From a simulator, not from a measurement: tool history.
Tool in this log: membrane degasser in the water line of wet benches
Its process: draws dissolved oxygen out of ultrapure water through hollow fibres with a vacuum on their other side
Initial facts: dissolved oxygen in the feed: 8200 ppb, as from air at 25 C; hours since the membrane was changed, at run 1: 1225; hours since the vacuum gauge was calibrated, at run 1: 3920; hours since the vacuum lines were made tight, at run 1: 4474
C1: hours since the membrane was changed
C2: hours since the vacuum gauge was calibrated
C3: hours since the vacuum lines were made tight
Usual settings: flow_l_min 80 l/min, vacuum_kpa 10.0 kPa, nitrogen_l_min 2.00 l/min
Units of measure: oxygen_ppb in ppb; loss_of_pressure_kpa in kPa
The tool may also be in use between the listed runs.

run 1 hour=0.0 | flow_l_min=80 vacuum_kpa=10.0 nitrogen_l_min=2.00 | C1=1225 C2=3920 C3=4474 | oxygen_ppb=614.8 loss_of_pressure_kpa=32.35
run 2 hour=23.1 | flow_l_min=80 vacuum_kpa=10.0 nitrogen_l_min=2.00 | C1=1248 C2=3944 C3=4497 | oxygen_ppb=611.1 loss_of_pressure_kpa=32.36
run 3 hour=43.9 | flow_l_min=80 vacuum_kpa=10.0 nitrogen_l_min=2.00 | C1=1269 C2=3964 C3=4518 | oxygen_ppb=618.5 loss_of_pressure_kpa=32.48
run 4 hour=69.9 | flow_l_min=80 vacuum_kpa=10.0 nitrogen_l_min=2.00 | C1=1295 C2=3990 C3=4544 | oxygen_ppb=616.7 loss_of_pressure_kpa=32.32
run 5 hour=107.7 | flow_l_min=80 vacuum_kpa=10.0 nitrogen_l_min=2.00 | C1=1333 C2=4028 C3=4581 | oxygen_ppb=608.5 loss_of_pressure_kpa=32.48
run 6 hour=136.4 | flow_l_min=80 vacuum_kpa=9.0 nitrogen_l_min=2.00 | C1=1361 C2=4057 C3=4610 | oxygen_ppb=540.3 loss_of_pressure_kpa=32.71
run 7 hour=172.5 | flow_l_min=107 vacuum_kpa=10.0 nitrogen_l_min=2.00 | C1=1397 C2=4093 C3=4646 | oxygen_ppb=788.1 loss_of_pressure_kpa=43.07
run 8 hour=218.3 | flow_l_min=107 vacuum_kpa=10.0 nitrogen_l_min=2.00 | C1=1443 C2=4139 C3=4692 | oxygen_ppb=795.5 loss_of_pressure_kpa=43.11
run 9 hour=261.4 | flow_l_min=54 vacuum_kpa=10.0 nitrogen_l_min=2.00 | C1=1486 C2=4182 C3=4735 | oxygen_ppb=419.0 loss_of_pressure_kpa=21.94
run 10 hour=293.9 | flow_l_min=80 vacuum_kpa=10.0 nitrogen_l_min=2.00 | C1=1519 C2=4214 C3=4768 | oxygen_ppb=608.3 loss_of_pressure_kpa=32.37
run 11 hour=312.7 | flow_l_min=80 vacuum_kpa=10.0 nitrogen_l_min=2.00 | C1=1538 C2=4233 C3=4786 | oxygen_ppb=613.8 loss_of_pressure_kpa=32.53
run 12 hour=354.7 | flow_l_min=101 vacuum_kpa=10.0 nitrogen_l_min=2.00 | C1=1580 C2=4275 C3=4828 | oxygen_ppb=752.1 loss_of_pressure_kpa=40.78
run 13 hour=393.7 | flow_l_min=80 vacuum_kpa=6.9 nitrogen_l_min=2.00 | C1=1619 C2=4314 C3=4867 | oxygen_ppb=390.3 loss_of_pressure_kpa=32.08
run 14 hour=420.6 | flow_l_min=80 vacuum_kpa=6.9 nitrogen_l_min=2.00 | C1=1645 C2=4341 C3=4894 | oxygen_ppb=385.1 loss_of_pressure_kpa=32.26
run 15 hour=443.2 | flow_l_min=80 vacuum_kpa=6.9 nitrogen_l_min=2.00 | C1=1668 C2=4364 C3=4917 | oxygen_ppb=389.6 loss_of_pressure_kpa=32.22
run 16 hour=464.9 | flow_l_min=80 vacuum_kpa=13.1 nitrogen_l_min=2.00 | C1=1690 C2=4385 C3=4939 | oxygen_ppb=834.0 loss_of_pressure_kpa=32.10
run 17 hour=505.2 | flow_l_min=80 vacuum_kpa=10.0 nitrogen_l_min=1.34 | C1=1730 C2=4426 C3=4979 | oxygen_ppb=784.8 loss_of_pressure_kpa=32.53
run 18 hour=540.9 | flow_l_min=54 vacuum_kpa=6.7 nitrogen_l_min=1.24 | C1=1766 C2=4461 C3=5015 | oxygen_ppb=341.3 loss_of_pressure_kpa=21.68
run 19 hour=573.2 | flow_l_min=54 vacuum_kpa=6.7 nitrogen_l_min=1.24 | C1=1798 C2=4494 C3=5047 | oxygen_ppb=332.2 loss_of_pressure_kpa=21.64
run 20 hour=615.9 | flow_l_min=117 vacuum_kpa=8.7 nitrogen_l_min=5.62 | C1=1841 C2=4536 C3=5090 | oxygen_ppb=435.2 loss_of_pressure_kpa=47.16
run 21 hour=642.5 | flow_l_min=51 vacuum_kpa=7.2 nitrogen_l_min=1.21 | C1=1867 C2=4563 C3=5116 | oxygen_ppb=363.8 loss_of_pressure_kpa=20.72
run 22 hour=671.7 | flow_l_min=51 vacuum_kpa=7.2 nitrogen_l_min=1.21 | C1=1897 C2=4592 C3=5145 | oxygen_ppb=363.6 loss_of_pressure_kpa=20.63
run 23 hour=713.5 | flow_l_min=51 vacuum_kpa=7.2 nitrogen_l_min=1.21 | C1=1938 C2=4634 C3=5187 | oxygen_ppb=364.5 loss_of_pressure_kpa=20.89
run 24 hour=738.9 | flow_l_min=80 vacuum_kpa=6.4 nitrogen_l_min=2.75 | C1=1964 C2=4659 C3=5213 | oxygen_ppb=291.1 loss_of_pressure_kpa=32.36
run 25 hour=761.4 | flow_l_min=86 vacuum_kpa=8.8 nitrogen_l_min=1.72 | C1=1986 C2=4682 C3=5235 | oxygen_ppb=613.8 loss_of_pressure_kpa=34.91
run 26 hour=783.9 | flow_l_min=92 vacuum_kpa=10.9 nitrogen_l_min=1.44 | C1=2009 C2=4704 C3=5258 | oxygen_ppb=916.4 loss_of_pressure_kpa=37.14
run 27 hour=826.1 | flow_l_min=70 vacuum_kpa=17.0 nitrogen_l_min=3.93 | C1=2051 C2=4747 C3=5300 | oxygen_ppb=599.5 loss_of_pressure_kpa=27.98
run 28 hour=871.1 | flow_l_min=70 vacuum_kpa=17.0 nitrogen_l_min=3.93 | C1=2096 C2=4792 C3=5345 | oxygen_ppb=601.6 loss_of_pressure_kpa=28.25
run 29 hour=908.5 | flow_l_min=77 vacuum_kpa=10.0 nitrogen_l_min=1.51 | C1=2133 C2=4829 C3=5382 | oxygen_ppb=717.5 loss_of_pressure_kpa=31.30

Forecast run 30:
run 30 hour=951.4 | flow_l_min=61 vacuum_kpa=13.2 nitrogen_l_min=2.00 | C1=2176 C2=4872 C3=5425 | oxygen_ppb=? loss_of_pressure_kpa=?

Run 30 produced oxygen_ppb 662.3 ppb, loss_of_pressure_kpa 24.85 kPa.
Were there no unlogged condition in the tool, this run, its random variation unchanged, would have produced oxygen_ppb 661.9 ppb, loss_of_pressure_kpa 24.84 kPa.
